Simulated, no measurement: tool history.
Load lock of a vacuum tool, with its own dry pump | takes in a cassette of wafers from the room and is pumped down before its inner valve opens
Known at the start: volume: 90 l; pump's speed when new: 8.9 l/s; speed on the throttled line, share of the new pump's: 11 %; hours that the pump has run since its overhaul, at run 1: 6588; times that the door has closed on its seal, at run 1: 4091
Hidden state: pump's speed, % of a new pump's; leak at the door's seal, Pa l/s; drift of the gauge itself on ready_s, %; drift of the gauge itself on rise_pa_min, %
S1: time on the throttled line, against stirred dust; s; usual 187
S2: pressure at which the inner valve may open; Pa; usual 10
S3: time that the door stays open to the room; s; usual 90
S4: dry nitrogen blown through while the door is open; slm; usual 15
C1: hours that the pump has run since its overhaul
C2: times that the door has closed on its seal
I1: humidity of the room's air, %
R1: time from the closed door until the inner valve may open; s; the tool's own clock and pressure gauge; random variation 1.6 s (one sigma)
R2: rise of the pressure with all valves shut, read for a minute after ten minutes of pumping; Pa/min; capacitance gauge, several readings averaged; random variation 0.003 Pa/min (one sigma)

{"run": 1, "hour": 0.0, "S1": 187, "S2": 10, "S3": 90, "S4": 15, "C1": 6588, "C2": 4091, "I1": 43.8, "R1": 274.5, "R2": 0.038}
{"run": 2, "hour": 228.9, "S1": 187, "S2": 10, "S3": 90, "S4": 15, "C1": 6816, "C2": 4405, "I1": 42.8, "R1": 273.2, "R2": 0.037}
{"run": 3, "hour": 341.2, "S1": 187, "S2": 10, "S3": 90, "S4": 15, "C1": 6929, "C2": 4560, "I1": 47.2, "R1": 275.9, "R2": 0.047}
{"run": 4, "hour": 556.3, "S1": 187, "S2": 10, "S3": 90, "S4": 15, "C1": 7144, "C2": 4855, "I1": 46.9, "R1": 271.7, "R2": 0.052}
{"run": 5, "hour": 727.9, "S1": 187, "S2": 10, "S3": 90, "S4": 15, "C1": 7316, "C2": 5090, "I1": 43.1, "R1": 277.2, "R2": 0.041}
{"run": 6, "hour": 853.7, "S1": 187, "S2": 10, "S3": 90, "S4": 15, "C1": 7441, "C2": 5263, "I1": 45.4, "R1": 276.1, "R2": 0.042}
{"run": 7, "hour": 998.4, "S1": 262, "S2": 10, "S3": 90, "S4": 15, "C1": 7586, "C2": 5461, "I1": 43, "R1": 342.6, "R2": 0.041}
{"run": 8, "hour": 1198.6, "S1": 262, "S2": 8, "S3": 90, "S4": 15, "C1": 7786, "C2": 5736, "I1": 43.8, "R1": 347.6, "R2": 0.046}
{"run": 9, "hour": 1411.0, "S1": 206, "S2": 10, "S3": 90, "S4": 15, "C1": 7999, "C2": 6028, "I1": 44.9, "R1": 291.3, "R2": 0.05}
{"run": 10, "hour": 1681.4, "S1": 206, "S2": 10, "S3": 90, "S4": 15, "C1": 8269, "C2": 6399, "I1": 47.7, "R1": 295.8, "R2": 0.05}
{"run": 11, "hour": 1946.8, "S1": 206, "S2": 10, "S3": 90, "S4": 15, "C1": 8534, "C2": 6763, "I1": 46.1, "R1": 296, "R2": 0.052}
{"run": 12, "hour": 2216.6, "S1": 187, "S2": 10, "S3": 90, "S4": 15, "C1": 8804, "C2": 7133, "I1": 46.7, "R1": 277.4, "R2": 0.053}
{"run": 13, "hour": 2458.8, "S1": 187, "S2": 10, "S3": 36, "S4": 15, "C1": 9046, "C2": 7466, "I1": 46.8, "R1": 282.8, "R2": 0.047}
{"run": 14, "hour": 2726.0, "S1": 187, "S2": 10, "S3": 36, "S4": 15, "C1": 9314, "C2": 7832, "I1": 47.1, "R1": 278.1, "R2": 0.045}
{"run": 15, "hour": 2883.7, "S1": 187, "S2": 10, "S3": 36, "S4": 15, "C1": 9471, "C2": 8049, "I1": 45.9, "R1": 279.9, "R2": 0.045}
{"run": 16, "hour": 3054.5, "S1": 265, "S2": 10, "S3": 90, "S4": 15, "C1": 9642, "C2": 8283, "I1": 45.2, "R1": 347.3, "R2": 0.053}
{"run": 17, "hour": 3292.6, "S1": 265, "S2": 10, "S3": 90, "S4": 15, "C1": 9880, "C2": 8610, "I1": 43.5, "R1": 351, "R2": 0.053}
{"run": 18, "hour": 3484.6, "S1": 265, "S2": 10, "S3": 90, "S4": 15, "C1": 10072, "C2": 8873, "I1": 44.3, "R1": 350.2, "R2": 0.056}
{"run": 19, "hour": 3749.6, "S1": 187, "S2": 16, "S3": 124, "S4": 35, "C1": 10337, "C2": 9237, "I1": 44.6, "R1": 280, "R2": 0.05}
{"run": 20, "hour": 3923.2, "S1": 187, "S2": 10, "S3": 111, "S4": 6, "C1": 10511, "C2": 9475, "I1": 44.1, "R1": 286.2, "R2": 0.082}
{"run": 21, "hour": 4050.9, "S1": 187, "S2": 10, "S3": 90, "S4": 9, "C1": 10639, "C2": 9651, "I1": 45.9, "R1": 289.2, "R2": 0.069}
{"hour": 4091.8, "done": "dry pump taken out, an overhauled one fitted"}
{"run": 22, "hour": 4219.0, "S1": 187, "S2": 16, "S3": 90, "S4": 8, "C1": 127, "C2": 9873, "I1": 44.3, "R1": 258.5, "R2": 0.072}
{"run": 23, "hour": 4449.6, "S1": 187, "S2": 16, "S3": 90, "S4": 8, "C1": 358, "C2": 10190, "I1": 44.9, "R1": 258.1, "R2": 0.07}
{"run": 24, "hour": 4636.4, "S1": 187, "S2": 16, "S3": 90, "S4": 8, "C1": 545, "C2": 10446, "I1": 45.3, "R1": 259.6, "R2": 0.078}
{"run": 25, "hour": 4757.6, "S1": 187, "S2": 16, "S3": 90, "S4": 8, "C1": 666, "C2": 10612, "I1": 47.2, "R1": 260.6, "R2": 0.076}
{"run": 26, "hour": 4877.4, "S1": 252, "S2": 19, "S3": 90, "S4": 8, "C1": 786, "C2": 10777, "I1": 44.3, "R1": 311.4, "R2": 0.076}
{"run": 27, "hour": 5087.8, "S1": 114, "S2": 20, "S3": 40, "S4": 11, "C1": 996, "C2": 11065, "I1": 44.3, "R1": 191.4, "R2": 0.061}
{"run": 28, "hour": 5329.7, "S1": 187, "S2": 16, "S3": 59, "S4": 15, "C1": 1238, "C2": 11397, "I1": 44.3, "R1": 261.2, "R2": 0.066}
{"run": 29, "hour": 5592.8, "S1": 187, "S2": 16, "S3": 59, "S4": 12, "C1": 1501, "C2": 11758, "I1": 46.5, "R1": 258.9, "R2": 0.072}
{"run": 30, "hour": 5731.2, "S1": 162, "S2": 12, "S3": 174, "S4": 12, "C1": 1639, "C2": 11948, "I1": 47.4, "R1": 242.8, "R2": 0.085}
{"run": 31, "hour": 5921.6, "S1": 174, "S2": 17, "S3": 90, "S4": 7, "C1": 1830, "C2": 12210, "I1": 44, "R1": 248.1, "R2": 0.084}
{"run": 32, "hour": 6134.4, "S1": 174, "S2": 17, "S3": 90, "S4": 7, "C1": 2043, "C2": 12502, "I1": 47, "R1": 251, "R2": 0.085}
{"run": 33, "hour": 6374.3, "S1": 174, "S2": 10, "S3": 90, "S4": 33, "C1": 2283, "C2": 12831, "I1": 44.7, "R1": 255.7, "R2": 0.062}
{"run": 34, "hour": 6492.5, "S1": 174, "S2": 10, "S3": 49, "S4": 33, "C1": 2401, "C2": 12993, "I1": 46.2, "R1": 255.3, "R2": 0.057}
{"run": 35, "hour": 6696.2, "S1": 187, "S2": 10, "S3": 213, "S4": 36, "C1": 2604, "C2": 13273, "I1": 48.6, "R1": 271.1, "R2": 0.071}
{"run": 36, "hour": 6840.9, "S1": 187, "S2": 10, "S3": 55, "S4": 15, "C1": 2749, "C2": 13471, "I1": 43.6, "R1": 268.5, "R2": 0.069}

The same runs without the tool's hidden state, with the same run-to-run variation:
run=1 R1=261.4 R2=0.028
run=2 R1=259.7 R2=0.025
run=3 R1=261.9 R2=0.035
run=4 R1=257.5 R2=0.039
run=5 R1=262.3 R2=0.028
run=6 R1=261 R2=0.028
run=7 R1=328.7 R2=0.026
run=8 R1=332.7 R2=0.03
run=9 R1=275.3 R2=0.034
run=10 R1=278.9 R2=0.033
run=11 R1=278.6 R2=0.033
run=12 R1=259.1 R2=0.034
run=13 R1=263.5 R2=0.027
run=14 R1=258.4 R2=0.023
run=15 R1=259.8 R2=0.022
run=16 R1=329 R2=0.03
run=17 R1=331.8 R2=0.029
run=18 R1=330.6 R2=0.03
run=19 R1=258.8 R2=0.023
run=20 R1=262.7 R2=0.053
run=21 R1=264.9 R2=0.041
run=22 R1=256.3 R2=0.042
run=23 R1=255.6 R2=0.04
run=24 R1=256.7 R2=0.046
run=25 R1=257.5 R2=0.044
run=26 R1=308.6 R2=0.043
run=27 R1=187.5 R2=0.026
run=28 R1=257.1 R2=0.03
run=29 R1=254.4 R2=0.035
run=30 R1=237.6 R2=0.047
run=31 R1=242.7 R2=0.045
run=32 R1=245.2 R2=0.045
run=33 R1=249 R2=0.021
run=34 R1=248.3 R2=0.014
run=35 R1=263.7 R2=0.027
run=36 R1=260.9 R2=0.025
